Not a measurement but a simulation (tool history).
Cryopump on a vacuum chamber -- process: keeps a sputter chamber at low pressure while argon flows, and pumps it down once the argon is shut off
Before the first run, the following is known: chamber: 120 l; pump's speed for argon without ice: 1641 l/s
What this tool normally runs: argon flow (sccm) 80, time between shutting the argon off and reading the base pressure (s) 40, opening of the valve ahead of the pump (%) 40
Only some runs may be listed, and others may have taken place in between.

run	hour	argon flow (sccm)	time between shutting the argon off and reading the base pressure (s)	opening of the valve ahead of the pump (%)	pressure while argon flows (Pa)	pressure after the wait (uPa)
1	0.0	80	40	40	0.2141	2.92
2	21.5	80	40	40	0.2146	3.06
3	42.6	80	40	40	0.2149	2.96
4	55.4	80	40	40	0.2162	3.06
5	68.3	80	40	40	0.2150	3.05
6	93.2	147	40	40	0.3999	3.11
7	105.6	147	40	40	0.3976	2.98
8	119.6	147	40	40	0.3975	3.00
9	138.7	147	40	40	0.3968	3.16
10	160.7	147	40	40	0.3991	3.09
11	188.9	147	40	40	0.3960	2.93
12	209.0	64	40	40	0.1736	3.08
13	226.0	64	40	40	0.1735	3.12
14	250.3	64	40	40	0.1747	3.08
15	268.8	64	40	40	0.1736	2.99
16	287.1	80	40	40	0.2180	3.09
17	299.4	80	40	40	0.2174	3.07
18	316.5	39	71	40	0.1064	2.24
19	338.9	39	71	40	0.1057	2.24
20	360.7	39	71	48	0.0881	2.25
21	387.7	49	116	17	0.3037	1.83
22	412.1	51	185	40	0.1396	1.57
23	433.4	80	76	16	0.5253	2.14
24	458.9	80	76	16	0.5293	2.21
25	472.0	129	282	16	0.8516	1.44
26	494.2	80	40	20	0.4258	3.11
27	507.7	59	122	46	0.1420	1.83
28	519.5	88	109	27	0.3490	1.88
29	533.3	88	109	16	0.5824	1.92
30	553.7	99	40	30	0.3544	3.15
31	565.7	99	40	27	0.3966	3.06
32	591.5	49	30	40	0.1354	3.95
33	607.2	40	20	40	0.1103	5.14
34	630.7	56	122	16	0.3684	1.82

4 ways to go on from here, each from the tool as it stands after run 34. What would each give?
A	646.2	66	40	40	?	?
B	646.2	86	200	59	?	?
C	646.2	128	45	40	?	?
D	646.2	105	48	55	?	?

run	pressure while argon flows (Pa)	pressure after the wait (uPa)
A	0.1807	3.21
B	0.1655	1.56
C	0.3513	3.00
D	0.2157	2.89
Take away the tool's hidden state, keep each run's random variation, and the runs would have read:
run	pressure while argon flows (Pa)	pressure after the wait (uPa)
A	0.1689	2.24
B	0.1501	0.59
C	0.3284	2.01
D	0.1969	1.90

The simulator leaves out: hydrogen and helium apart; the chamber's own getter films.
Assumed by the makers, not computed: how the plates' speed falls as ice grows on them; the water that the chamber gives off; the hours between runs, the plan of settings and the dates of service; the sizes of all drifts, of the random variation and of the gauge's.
